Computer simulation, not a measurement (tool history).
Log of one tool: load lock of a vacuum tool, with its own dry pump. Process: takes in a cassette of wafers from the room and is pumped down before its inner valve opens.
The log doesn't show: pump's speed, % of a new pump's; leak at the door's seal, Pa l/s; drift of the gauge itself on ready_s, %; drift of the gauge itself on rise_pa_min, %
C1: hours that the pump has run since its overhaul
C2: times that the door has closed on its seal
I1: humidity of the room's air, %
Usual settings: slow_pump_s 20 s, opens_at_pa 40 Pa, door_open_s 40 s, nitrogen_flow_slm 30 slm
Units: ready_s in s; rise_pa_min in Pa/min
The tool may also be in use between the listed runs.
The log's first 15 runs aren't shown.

run 16 hour=6461.7 | slow_pump_s=20 opens_at_pa=40 door_open_s=40 nitrogen_flow_slm=7 | C1=1860 C2=14001 | I1=42.8 | ready_s=26.49 rise_pa_min=0.099
run 17 hour=6788.3 | slow_pump_s=17 opens_at_pa=40 door_open_s=40 nitrogen_flow_slm=30 | C1=2187 C2=15409 | I1=47.5 | ready_s=23.88 rise_pa_min=0.081
run 18 hour=7320.8 | slow_pump_s=17 opens_at_pa=40 door_open_s=40 nitrogen_flow_slm=30 | C1=2719 C2=17705 | I1=46.2 | ready_s=23.94 rise_pa_min=0.084
run 19 hour=7690.8 | slow_pump_s=17 opens_at_pa=65 door_open_s=35 nitrogen_flow_slm=30 | C1=3089 C2=19300 | I1=45.3 | ready_s=23.33 rise_pa_min=0.084
run 20 hour=7997.8 | slow_pump_s=20 opens_at_pa=61 door_open_s=37 nitrogen_flow_slm=30 | C1=3396 C2=20624 | I1=46.4 | ready_s=26.08 rise_pa_min=0.093
run 21 hour=8312.7 | slow_pump_s=18 opens_at_pa=61 door_open_s=156 nitrogen_flow_slm=30 | C1=3711 C2=21981 | I1=44.7 | ready_s=24.3 rise_pa_min=0.137
run 22 hour=8733.8 | slow_pump_s=20 opens_at_pa=46 door_open_s=40 nitrogen_flow_slm=6 | C1=4132 C2=23797 | I1=47.6 | ready_s=26.47 rise_pa_min=0.129
run 23 hour=9106.5 | slow_pump_s=20 opens_at_pa=46 door_open_s=40 nitrogen_flow_slm=6 | C1=4505 C2=25404 | I1=44.8 | ready_s=26.41 rise_pa_min=0.134
run 24 hour=9581.9 | slow_pump_s=20 opens_at_pa=69 door_open_s=92 nitrogen_flow_slm=30 | C1=4980 C2=27453 | I1=47.9 | ready_s=25.93 rise_pa_min=0.14
run 25 hour=10056.2 | slow_pump_s=20 opens_at_pa=33 door_open_s=47 nitrogen_flow_slm=17 | C1=5455 C2=29498 | I1=43.8 | ready_s=26.9 rise_pa_min=0.132
run 26 hour=10350.8 | slow_pump_s=34 opens_at_pa=35 door_open_s=239 nitrogen_flow_slm=8 | C1=5749 C2=30768 | I1=42.9 | ready_s=38.83 rise_pa_min=0.232
run 27 hour=10919 | slow_pump_s=38 opens_at_pa=49 door_open_s=74 nitrogen_flow_slm=11 | C1=6317 C2=33218 | I1=45.8 | ready_s=41.98 rise_pa_min=0.178
run 28 hour=11313.3 | slow_pump_s=38 opens_at_pa=49 door_open_s=74 nitrogen_flow_slm=11 | C1=6712 C2=34918 | I1=46.6 | ready_s=41.98 rise_pa_min=0.187
run 29 hour=11602.1 | slow_pump_s=38 opens_at_pa=49 door_open_s=74 nitrogen_flow_slm=11 | C1=7000 C2=36163 | I1=44.6 | ready_s=41.9 rise_pa_min=0.184
run 30 hour=11962.5 | slow_pump_s=21 opens_at_pa=28 door_open_s=182 nitrogen_flow_slm=16 | C1=7361 C2=37717 | I1=48.3 | ready_s=28.07 rise_pa_min=0.245
run 31 hour=12224.2 | slow_pump_s=20 opens_at_pa=48 door_open_s=36 nitrogen_flow_slm=30 | C1=7623 C2=38845 | I1=45.2 | ready_s=26.45 rise_pa_min=0.157
run 32 hour=12703.6 | slow_pump_s=10 opens_at_pa=48 door_open_s=36 nitrogen_flow_slm=28 | C1=8102 C2=40912 | I1=45.4 | ready_s=17.84 rise_pa_min=0.17
run 33 hour=13201.2 | slow_pump_s=10 opens_at_pa=48 door_open_s=36 nitrogen_flow_slm=28 | C1=8600 C2=43058 | I1=46.2 | ready_s=17.88 rise_pa_min=0.178
run 34 hour=13453 | slow_pump_s=10 opens_at_pa=48 door_open_s=36 nitrogen_flow_slm=28 | C1=8851 C2=44143 | I1=45.7 | ready_s=17.97 rise_pa_min=0.19
-- hour=13538.2 door's seal changed, seat wiped
run 35 hour=13853.3 | slow_pump_s=20 opens_at_pa=40 door_open_s=67 nitrogen_flow_slm=30 | C1=9250 C2=1358 | I1=42.6 | ready_s=26.73 rise_pa_min=0.06
run 36 hour=14279.3 | slow_pump_s=20 opens_at_pa=40 door_open_s=67 nitrogen_flow_slm=30 | C1=9676 C2=3195 | I1=48.9 | ready_s=26.74 rise_pa_min=0.066

Forecast each of these 4 alternatives for the next run:
run A hour=14631.5 | slow_pump_s=25 opens_at_pa=40 door_open_s=67 nitrogen_flow_slm=7 | C1=10028 C2=4714 | I1=48.2 | ready_s=? rise_pa_min=?
run B hour=14631.5 | slow_pump_s=20 opens_at_pa=40 door_open_s=38 nitrogen_flow_slm=8 | C1=10028 C2=4714 | I1=45 | ready_s=? rise_pa_min=?
run C hour=14631.5 | slow_pump_s=20 opens_at_pa=40 door_open_s=104 nitrogen_flow_slm=38 | C1=10028 C2=4714 | I1=44.2 | ready_s=? rise_pa_min=?
run D hour=14631.5 | slow_pump_s=34 opens_at_pa=40 door_open_s=67 nitrogen_flow_slm=30 | C1=10028 C2=4714 | I1=43.2 | ready_s=? rise_pa_min=?

run=A ready_s=31.13 rise_pa_min=0.098
run=B ready_s=26.78 rise_pa_min=0.066
run=C ready_s=26.77 rise_pa_min=0.068
run=D ready_s=38.8 rise_pa_min=0.058
Without the tool's hidden state the same runs would have given:
run=A ready_s=30.85 rise_pa_min=0.094
run=B ready_s=26.47 rise_pa_min=0.062
run=C ready_s=26.46 rise_pa_min=0.064
run=D ready_s=38.58 rise_pa_min=0.054
